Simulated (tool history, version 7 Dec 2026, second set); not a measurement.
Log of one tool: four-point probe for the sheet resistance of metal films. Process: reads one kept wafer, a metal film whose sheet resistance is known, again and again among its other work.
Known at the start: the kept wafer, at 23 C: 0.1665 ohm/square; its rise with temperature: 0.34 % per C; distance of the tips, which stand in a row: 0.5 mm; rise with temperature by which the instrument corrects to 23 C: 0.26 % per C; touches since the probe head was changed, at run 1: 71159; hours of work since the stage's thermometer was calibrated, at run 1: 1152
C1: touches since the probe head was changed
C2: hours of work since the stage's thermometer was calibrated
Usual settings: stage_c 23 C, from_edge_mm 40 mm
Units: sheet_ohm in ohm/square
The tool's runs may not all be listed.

run 1 hour=0 | stage_c=23 from_edge_mm=40 | C1=71159 C2=1152 | sheet_ohm=0.164828
run 2 hour=42.2 | stage_c=27 from_edge_mm=40 | C1=72848 C2=1171 | sheet_ohm=0.165383
run 3 hour=89.2 | stage_c=23 from_edge_mm=40 | C1=74731 C2=1192 | sheet_ohm=0.164817
run 4 hour=143.3 | stage_c=23 from_edge_mm=40 | C1=76898 C2=1216 | sheet_ohm=0.16481
run 5 hour=205.2 | stage_c=23 from_edge_mm=40 | C1=79376 C2=1243 | sheet_ohm=0.164781
run 6 hour=251.2 | stage_c=23 from_edge_mm=40 | C1=81217 C2=1264 | sheet_ohm=0.164728
run 7 hour=286.3 | stage_c=23 from_edge_mm=40 | C1=82623 C2=1279 | sheet_ohm=0.164804
run 8 hour=328.8 | stage_c=23 from_edge_mm=40 | C1=84323 C2=1298 | sheet_ohm=0.16479
run 9 hour=358.7 | stage_c=23 from_edge_mm=73 | C1=85519 C2=1312 | sheet_ohm=0.164728
run 10 hour=391.2 | stage_c=23 from_edge_mm=40 | C1=86822 C2=1326 | sheet_ohm=0.164713
run 11 hour=430.3 | stage_c=23 from_edge_mm=40 | C1=88387 C2=1344 | sheet_ohm=0.16478
run 12 hour=490.6 | stage_c=23 from_edge_mm=40 | C1=90803 C2=1371 | sheet_ohm=0.16473
-- hour=494.8 stage's thermometer calibrated
run 13 hour=539.9 | stage_c=21 from_edge_mm=40 | C1=92756 C2=20 | sheet_ohm=0.164589
run 14 hour=601.5 | stage_c=21 from_edge_mm=40 | C1=95223 C2=48 | sheet_ohm=0.16457
run 15 hour=639.4 | stage_c=23 from_edge_mm=40 | C1=96742 C2=65 | sheet_ohm=0.164888
run 16 hour=689.2 | stage_c=23 from_edge_mm=40 | C1=98733 C2=87 | sheet_ohm=0.164877
run 17 hour=743.4 | stage_c=23 from_edge_mm=27 | C1=100903 C2=111 | sheet_ohm=0.164892
-- hour=764.8 stage's thermometer calibrated, once more
run 18 hour=782.2 | stage_c=23 from_edge_mm=40 | C1=102436 C2=8 | sheet_ohm=0.164436
run 19 hour=823.4 | stage_c=21 from_edge_mm=40 | C1=104087 C2=26 | sheet_ohm=0.16412
run 20 hour=868.6 | stage_c=23 from_edge_mm=40 | C1=105899 C2=46 | sheet_ohm=0.164382
run 21 hour=905.3 | stage_c=35 from_edge_mm=4 | C1=107366 C2=63 | sheet_ohm=0.167414
run 22 hour=967.1 | stage_c=32 from_edge_mm=14 | C1=109840 C2=90 | sheet_ohm=0.165761
run 23 hour=998.6 | stage_c=27 from_edge_mm=33 | C1=111102 C2=104 | sheet_ohm=0.164948
run 24 hour=1046.4 | stage_c=27 from_edge_mm=33 | C1=113018 C2=126 | sheet_ohm=0.16499
run 25 hour=1095.8 | stage_c=29 from_edge_mm=20 | C1=114994 C2=148 | sheet_ohm=0.165236
run 26 hour=1155.9 | stage_c=29 from_edge_mm=20 | C1=117399 C2=174 | sheet_ohm=0.165209
run 27 hour=1187.8 | stage_c=19 from_edge_mm=6 | C1=118676 C2=189 | sheet_ohm=0.164474
run 28 hour=1236.4 | stage_c=19 from_edge_mm=6 | C1=120622 C2=210 | sheet_ohm=0.164358
run 29 hour=1280.7 | stage_c=25 from_edge_mm=3 | C1=122396 C2=230 | sheet_ohm=0.167086

The next listed run, before its measurement:
run 30 hour=1331.1 | stage_c=27 from_edge_mm=7 | C1=124413 C2=252 | sheet_ohm=?

sheet_ohm: 0.165297 ohm/square
Without the tool's hidden state the same run would have given sheet_ohm 0.167501 ohm/square.
